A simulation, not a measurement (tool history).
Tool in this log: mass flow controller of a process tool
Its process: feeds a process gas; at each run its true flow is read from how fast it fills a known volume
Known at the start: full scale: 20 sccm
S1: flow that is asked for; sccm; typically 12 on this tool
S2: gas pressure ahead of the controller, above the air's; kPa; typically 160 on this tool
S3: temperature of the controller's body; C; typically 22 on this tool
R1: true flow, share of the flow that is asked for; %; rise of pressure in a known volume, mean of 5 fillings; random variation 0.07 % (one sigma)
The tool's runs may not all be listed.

| run | hour | S1 | S2 | S3 | R1 |
|---|---|---|---|---|---|
| 1 | 0 | 12 | 160 | 22 | 98.77 |
| 2 | 227.8 | 12 | 160 | 22 | 98.65 |
| 3 | 428.2 | 12 | 160 | 33 | 99.98 |
| 4 | 576.3 | 15 | 160 | 33 | 100.29 |
| 5 | 854.9 | 15 | 160 | 33 | 100.26 |
| 6 | 1152.9 | 7 | 160 | 22 | 97.69 |
| 7 | 1397.8 | 7 | 160 | 22 | 97.72 |
| 8 | 1583.2 | 3 | 160 | 22 | 95.02 |
| 9 | 1740.3 | 3 | 160 | 22 | 94.86 |
| 10 | 1886.2 | 3 | 160 | 22 | 94.76 |
| 11 | 2034.2 | 3 | 160 | 22 | 94.62 |
| 12 | 2313.4 | 12 | 160 | 34 | 100.03 |
| 13 | 2619.8 | 4 | 160 | 22 | 95.59 |
| 14 | 2912.2 | 4 | 160 | 22 | 95.48 |
| 15 | 3124.1 | 4 | 160 | 22 | 95.21 |
| 16 | 3333.1 | 12 | 160 | 22 | 98.47 |
| 17 | 3628.1 | 12 | 261 | 22 | 98.63 |
| 18 | 3869.8 | 12 | 178 | 22 | 98.32 |
| 19 | 4146.8 | 12 | 178 | 22 | 98.43 |
| 20 | 4438.9 | 12 | 158 | 22 | 98.28 |
| 21 | 4580.3 | 3 | 160 | 22 | 92.94 |
| 22 | 4892.1 | 3 | 160 | 22 | 92.74 |
| 23 | 5028.7 | 3 | 160 | 22 | 92.64 |
| 24 | 5181.8 | 3 | 160 | 22 | 92.55 |
|  | 5203.9 | controller's zero set anew |
| 25 | 5394.3 | 16 | 210 | 22 | 98.76 |
| 26 | 5586 | 16 | 266 | 24 | 99.21 |
| 27 | 5886.4 | 16 | 266 | 24 | 99.15 |
| 28 | 6082.8 | 5 | 191 | 23 | 94.65 |
| 29 | 6220.9 | 5 | 191 | 23 | 94.73 |
| 30 | 6524.9 | 5 | 191 | 23 | 94.52 |
| 31 | 6785.7 | 5 | 191 | 23 | 94.48 |
| 32 | 6945.5 | 5 | 191 | 23 | 94.44 |
|  | 7019.9 | controller's zero set anew, once more |
| 33 | 7115.9 | 2 | 184 | 23 | 99.25 |
| 34 | 7271.3 | 2 | 184 | 23 | 99.1 |
| 35 | 7509.9 | 12 | 191 | 23 | 100.33 |
| 36 | 7667.9 | 12 | 191 | 23 | 100.21 |
| 37 | 7898.2 | 12 | 195 | 22 | 100.03 |
| 38 | 8031.6 | 5 | 141 | 22 | 99.09 |
| 39 | 8189.9 | 2 | 141 | 35 | 99.24 |
| 40 | 8406.2 | 2 | 198 | 36 | 99.36 |

Measured result minus the same run's result without the hidden state. Both carry the same run-to-run variation, though not necessarily the same gauge scatter:
Hidden state present: flow at rest that the sensor doesn't see, % of full scale; true flow over the shown one, %; drift of the gauge itself on true_pct, %.
| run | R1 |
|---|---|
| 1 | -0.41 |
| 2 | -0.44 |
| 3 | -0.46 |
| 4 | -0.29 |
| 5 | -0.32 |
| 6 | -1.28 |
| 7 | -1.34 |
| 8 | -3.93 |
| 9 | -4.03 |
| 10 | -4.13 |
| 11 | -4.23 |
| 12 | -0.67 |
| 13 | -3.33 |
| 14 | -3.48 |
| 15 | -3.59 |
| 16 | -0.79 |
| 17 | -0.82 |
| 18 | -0.84 |
| 19 | -0.87 |
| 20 | -0.91 |
| 21 | -5.97 |
| 22 | -6.2 |
| 23 | -6.29 |
| 24 | -6.4 |
| 25 | -0.75 |
| 26 | -0.76 |
| 27 | -0.78 |
| 28 | -4.5 |
| 29 | -4.55 |
| 30 | -4.65 |
| 31 | -4.77 |
| 32 | -4.84 |
| 33 | +0.15 |
| 34 | -0.04 |
| 35 | +0.79 |
| 36 | +0.77 |
| 37 | +0.75 |
| 38 | +0.29 |
| 39 | -1.04 |
| 40 | -1.28 |
